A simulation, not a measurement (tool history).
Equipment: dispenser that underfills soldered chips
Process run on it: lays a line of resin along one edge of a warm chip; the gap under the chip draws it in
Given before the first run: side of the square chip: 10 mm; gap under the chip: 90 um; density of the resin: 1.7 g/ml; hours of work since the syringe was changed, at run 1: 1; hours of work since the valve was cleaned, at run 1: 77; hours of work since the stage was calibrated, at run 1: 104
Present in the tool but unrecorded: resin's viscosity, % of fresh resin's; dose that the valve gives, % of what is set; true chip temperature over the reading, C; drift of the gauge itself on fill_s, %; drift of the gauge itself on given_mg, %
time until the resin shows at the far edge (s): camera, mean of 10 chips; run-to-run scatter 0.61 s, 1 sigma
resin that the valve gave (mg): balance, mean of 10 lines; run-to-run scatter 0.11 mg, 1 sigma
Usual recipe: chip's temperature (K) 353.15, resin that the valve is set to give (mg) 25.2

run	hour	chip's temperature (K)	resin that the valve is set to give (mg)	hours of work since the syringe was changed	hours of work since the valve was cleaned	hours of work since the stage was calibrated	time until the resin shows at the far edge (s)	resin that the valve gave (mg)
1	0	353.15	25.2	1	77	104	56.3	24.08
2	3.8	353.15	24.3	3	80	107	60.9	23.34
3	6.8	353.15	23	5	82	109	64.9	22.08
4	10.2	353.15	23	8	84	111	70.2	22
# hour 13.9: new syringe of resin
5	13.9	353.15	21.8	0	86	113	55.7	20.78
6	19	353.15	21.8	3	90	117	61	20.78
7	24.2	353.15	21.8	7	93	120	67.2	20.53
8	27.6	353.15	25.2	9	95	122	70.3	24.08
# hour 29: new syringe of resin
9	33.5	353.15	28.8	3	99	126	59.7	27.21
10	37.7	353.15	28.8	6	102	129	64.9	27.05
11	42.7	353.15	28.8	9	105	132	73	27.13
# hour 44: new syringe of resin
12	47.5	353.15	28.8	2	108	135	58	27
# hour 49.4: dispensing valve cleaned and set on the balance
13	54.3	353.15	25.2	6	3	139	66.8	25.18
14	57.9	353.15	30.9	8	6	141	71.3	30.83
# hour 60.3: new syringe of resin
15	62.1	353.15	26.9	1	8	143	55.1	27.03
16	66.2	351.15	26.9	4	11	146	66.2	26.62
17	70.7	349.15	25.2	7	14	149	82.6	24.94
18	74.2	349.15	25.2	9	16	151	88.8	25.01
# hour 75.5: new syringe of resin
19	79.9	356.15	26.9	3	20	155	50.6	26.58
20	83.1	339.15	21.8	5	22	157	142.7	21.43
21	88.4	343.15	21.6	8	25	160	127	21.4
# hour 91.1: new syringe of resin
22	93	356.15	26.6	1	28	163	46.4	26.28
23	98.4	356.15	26.6	5	31	167	54.5	26.08
24	101.7	365.15	29	7	34	169	36.9	28.5
# hour 106.1: new syringe of resin
25	106.7	365.15	29	0	37	172	30.3	28.41
26	110.9	362.15	21.6	3	39	175	39	21.31
27	113.7	362.15	21.6	5	41	176	41.7	21.13
28	117.8	353.15	25.1	8	44	179	70.1	24.55
# hour 121.1: new syringe of resin
29	122.6	366.15	23.6	1	47	182	29.5	23.25
30	128.5	350.15	30.7	5	51	186	75.1	29.75
31	132.6	351.15	26	7	53	189	80.2	25.22
# hour 136.2: new syringe of resin
32	136.2	350.15	30.3	0	55	191	62.2	29.28
33	140.2	353.15	30.9	3	58	193	58.7	29.77
34	144	354.15	25.7	5	61	196	60.7	24.77
35	148	354.15	25.7	8	63	198	67.1	24.72
# hour 151.6: new syringe of resin
36	154.4	346.15	27	2	67	202	86.7	26.22

Per-run results on a tool with no hidden state, each run keeping its own random variation:
run	time until the resin shows at the far edge (s)	resin that the valve gave (mg)
1	53.8	25.13
2	53.6	24.38
3	53.5	23.1
4	53.9	23.04
5	54.8	21.8
6	53.9	21.83
7	53.2	21.61
8	52.1	25.37
9	53.2	28.74
10	52.9	28.62
11	53.5	28.76
12	52.3	28.67
13	53.5	25.2
14	53.1	30.9
15	52.4	27.13
16	57.8	26.76
17	65.5	25.11
18	65.3	25.22
19	44.6	26.85
20	117.1	21.68
21	93.3	21.69
22	43.8	26.68
23	45.9	26.53
24	29	29.03
25	29	28.99
26	34.1	21.77
27	34.2	21.61
28	52.9	25.15
29	27.1	23.85
30	61	30.59
31	59.8	25.98
32	60.3	30.19
33	52.4	30.74
34	49.8	25.62
35	50.6	25.61
36	77.6	27.21
